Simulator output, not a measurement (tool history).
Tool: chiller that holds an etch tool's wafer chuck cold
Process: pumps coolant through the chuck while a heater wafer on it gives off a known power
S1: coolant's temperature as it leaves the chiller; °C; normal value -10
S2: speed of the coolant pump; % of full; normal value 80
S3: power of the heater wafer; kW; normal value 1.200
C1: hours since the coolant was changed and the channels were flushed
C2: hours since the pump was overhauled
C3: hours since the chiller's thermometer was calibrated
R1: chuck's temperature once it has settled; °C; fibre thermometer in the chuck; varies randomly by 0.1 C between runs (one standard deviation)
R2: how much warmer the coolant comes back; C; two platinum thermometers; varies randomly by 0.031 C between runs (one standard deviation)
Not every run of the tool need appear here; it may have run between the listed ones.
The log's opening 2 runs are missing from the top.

Run 3, hour 175.8: usual settings; C1 278; C2 4988; C3 2987. Result: R1 -1.5 °C, R2 2.55 C.
Run 4, hour 285.7: usual settings but S3 0.683 kW; C1 388; C2 5098; C3 3097. Result: R1 -5.1 °C, R2 1.47 C.
Run 5, hour 409.9: usual settings; C1 512; C2 5222; C3 3221. Result: R1 -1.4 °C, R2 2.51 C.
Run 6, hour 500.4: usual settings; C1 603; C2 5312; C3 3312. Result: R1 -1.4 °C, R2 2.55 C.
At hour 547.6: chiller's thermometer calibrated.
Run 7, hour 633.1: usual settings; C1 734; C2 5444; C3 85. Result: R1 -1.6 °C, R2 2.58 C.
Run 8, hour 754.1: usual settings but S3 1.237 kW; C1 855; C2 5565; C3 206. Result: R1 -1.3 °C, R2 2.64 C.
Run 9, hour 875.4: usual settings; C1 977; C2 5686; C3 328. Result: R1 -1.5 °C, R2 2.57 C.
Run 10, hour 949.5: usual settings; C1 1051; C2 5760; C3 402. Result: R1 -1.5 °C, R2 2.55 C.
Run 11, hour 1033.3: usual settings but S2 95 % of full; C1 1135; C2 5844; C3 486. Result: R1 -2.9 °C, R2 2.13 C.
Run 12, hour 1133.4: usual settings but S2 95 % of full; C1 1235; C2 5944; C3 586. Result: R1 -2.6 °C, R2 2.21 C.
Run 13, hour 1255.5: usual settings but S3 0.654 kW; C1 1357; C2 6066; C3 708. Result: R1 -5.5 °C, R2 1.45 C.
Run 14, hour 1337.2: usual settings but S2 63 % of full; C1 1439; C2 6148; C3 790. Result: R1 0.4 °C, R2 3.25 C.
Run 15, hour 1403.5: usual settings; C1 1505; C2 6214; C3 856. Result: R1 -1.4 °C, R2 2.57 C.
Run 16, hour 1541.4: usual settings; C1 1643; C2 6352; C3 994. Result: R1 -1.7 °C, R2 2.52 C.

Expected results for the next run?
Run 17, hour 1649.1: usual settings but S1 -15 °C, S2 63 % of full, S3 1.027 kW; C1 1750; C2 6460; C3 1101. Result: R1 ?, R2 ?.

{"run 17": {"R1": -6.1, "R2": 2.8}}
The same run, on a tool lacking any hidden state, would have yielded R1 -6.1 °C, R2 2.79 C.

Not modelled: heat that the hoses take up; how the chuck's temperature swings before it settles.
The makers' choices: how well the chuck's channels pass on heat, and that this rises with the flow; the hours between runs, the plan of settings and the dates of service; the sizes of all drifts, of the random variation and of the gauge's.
